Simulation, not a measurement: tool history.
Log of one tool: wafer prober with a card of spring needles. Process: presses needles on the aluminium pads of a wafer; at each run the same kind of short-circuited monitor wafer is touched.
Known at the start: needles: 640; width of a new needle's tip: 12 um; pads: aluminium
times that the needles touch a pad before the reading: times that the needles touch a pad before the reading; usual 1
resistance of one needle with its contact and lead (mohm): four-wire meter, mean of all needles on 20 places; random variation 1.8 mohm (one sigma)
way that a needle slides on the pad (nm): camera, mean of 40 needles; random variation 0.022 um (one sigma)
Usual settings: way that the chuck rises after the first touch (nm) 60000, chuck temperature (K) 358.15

| run | hour | way that the chuck rises after the first touch (nm) | chuck temperature (K) | times that the needles touch a pad before the reading | resistance of one needle with its contact and lead (mohm) | way that a needle slides on the pad (nm) |
|---|---|---|---|---|---|---|
| 1 | 0 | 60000 | 358.15 | 1 | 191 | 9480 |
| 2 | 6.9 | 60000 | 358.15 | 1 | 190 | 9470 |
| 3 | 15 | 60000 | 358.15 | 1 | 191 | 9500 |
|  | 16.4 | tips cleaned on abrasive film |
| 4 | 20 | 60000 | 358.15 | 1 | 190 | 9470 |
| 5 | 25.5 | 60000 | 358.15 | 1 | 193 | 9490 |
| 6 | 31.4 | 60000 | 358.15 | 1 | 196 | 9520 |
|  | 34.4 | tips cleaned on abrasive film |
| 7 | 37.1 | 60000 | 358.15 | 1 | 191 | 9480 |
| 8 | 41.5 | 60000 | 300.15 | 1 | 178 | 9500 |
| 9 | 48.7 | 60000 | 300.15 | 1 | 180 | 9530 |
|  | 52.5 | tips cleaned on abrasive film |
| 10 | 54.9 | 42000 | 358.15 | 2 | 197 | 6670 |
| 11 | 59.6 | 42000 | 358.15 | 2 | 199 | 6670 |
| 12 | 65.9 | 60000 | 358.15 | 2 | 192 | 9510 |
|  | 70.5 | tips cleaned on abrasive film |
| 13 | 70.5 | 46000 | 358.15 | 2 | 192 | 7310 |
| 14 | 75.7 | 49000 | 310.15 | 2 | 185 | 7840 |
| 15 | 79.9 | 47000 | 310.15 | 1 | 184 | 7450 |
| 16 | 85.6 | 47000 | 318.15 | 1 | 187 | 7450 |
|  | 88.8 | tips cleaned on abrasive film |
| 17 | 92.5 | 43000 | 358.15 | 1 | 197 | 6860 |
| 18 | 101.2 | 56000 | 304.15 | 3 | 180 | 8930 |

5 ways to go on from here, each from the tool as it stands after run 18. What would each give?
| A | 105 | 74000 | 350.15 | 2 | ? | ? |
| B | 105 | 60000 | 322.15 | 1 | ? | ? |
| C | 105 | 60000 | 316.15 | 2 | ? | ? |
| D | 105 | 56000 | 301.15 | 2 | ? | ? |
| E | 105 | 61000 | 356.15 | 1 | ? | ? |

| run | resistance of one needle with its contact and lead (mohm) | way that a needle slides on the pad (nm) |
|---|---|---|
| A | 187 | 11800 |
| B | 183 | 9600 |
| C | 183 | 9560 |
| D | 179 | 8910 |
| E | 190 | 9710 |
Without the tool's hidden state the same runs would have given:
| run | resistance of one needle with its contact and lead (mohm) | way that a needle slides on the pad (nm) |
|---|---|---|
| A | 187 | 11680 |
| B | 182 | 9500 |
| C | 182 | 9460 |
| D | 179 | 8820 |
| E | 190 | 9610 |

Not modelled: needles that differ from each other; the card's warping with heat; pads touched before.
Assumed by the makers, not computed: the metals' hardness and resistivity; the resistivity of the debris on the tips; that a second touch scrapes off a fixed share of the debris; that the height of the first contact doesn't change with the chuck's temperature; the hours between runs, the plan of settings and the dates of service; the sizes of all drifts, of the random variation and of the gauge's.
